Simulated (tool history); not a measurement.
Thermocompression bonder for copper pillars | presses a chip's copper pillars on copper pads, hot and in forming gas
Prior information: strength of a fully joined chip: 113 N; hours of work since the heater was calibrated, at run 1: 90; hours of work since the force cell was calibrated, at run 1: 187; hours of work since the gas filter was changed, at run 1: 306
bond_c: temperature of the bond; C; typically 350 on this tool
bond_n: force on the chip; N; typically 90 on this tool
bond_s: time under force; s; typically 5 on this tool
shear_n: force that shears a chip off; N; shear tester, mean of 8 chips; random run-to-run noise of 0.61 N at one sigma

| run | day | bond_c | bond_n | bond_s | hours of work since the heater was calibrated | hours of work since the force cell was calibrated | hours of work since the gas filter was changed | shear_n |
|---|---|---|---|---|---|---|---|---|
| 1 | 0.000 | 350 | 90 | 5 | 90 | 187 | 306 | 49.9 |
| 2 | 0.242 | 350 | 90 | 7 | 93 | 189 | 309 | 55.8 |
| 3 | 0.588 | 339 | 90 | 5 | 96 | 193 | 313 | 43.4 |
| 4 | 0.804 | 339 | 90 | 5 | 99 | 195 | 315 | 43.3 |
| 5 | 1.175 | 350 | 58 | 5 | 103 | 200 | 319 | 34.5 |
| 6 | 1.512 | 350 | 58 | 5 | 107 | 203 | 323 | 35.5 |
| 7 | 1.733 | 372 | 70 | 5 | 109 | 206 | 325 | 52.1 |
| 8 | 1.946 | 372 | 70 | 10 | 111 | 208 | 328 | 64.1 |
|  | 2.050 | heater calibrated with a thermocouple chip |
| 9 | 2.262 | 331 | 85 | 4 | 2 | 211 | 330 | 34.0 |
| 10 | 2.512 | 350 | 133 | 7 | 5 | 213 | 333 | 71.4 |
| 11 | 2.838 | 350 | 133 | 7 | 9 | 217 | 337 | 70.1 |

Below are 3 alternative next runs, each starting from the tool's condition after run 11. Predict each:
| A | 3.067 | 350 | 127 | 10 | 11 | 220 | 339 | ? |
| B | 3.067 | 350 | 58 | 7 | 11 | 220 | 339 | ? |
| C | 3.067 | 359 | 133 | 15 | 11 | 220 | 339 | ? |

| run | shear_n |
|---|---|
| A | 74.7 |
| B | 38.9 |
| C | 88.3 |
What these runs would have given with no unlogged condition in the tool:
| run | shear_n |
|---|---|
| A | 82.9 |
| B | 43.5 |
| C | 97.5 |

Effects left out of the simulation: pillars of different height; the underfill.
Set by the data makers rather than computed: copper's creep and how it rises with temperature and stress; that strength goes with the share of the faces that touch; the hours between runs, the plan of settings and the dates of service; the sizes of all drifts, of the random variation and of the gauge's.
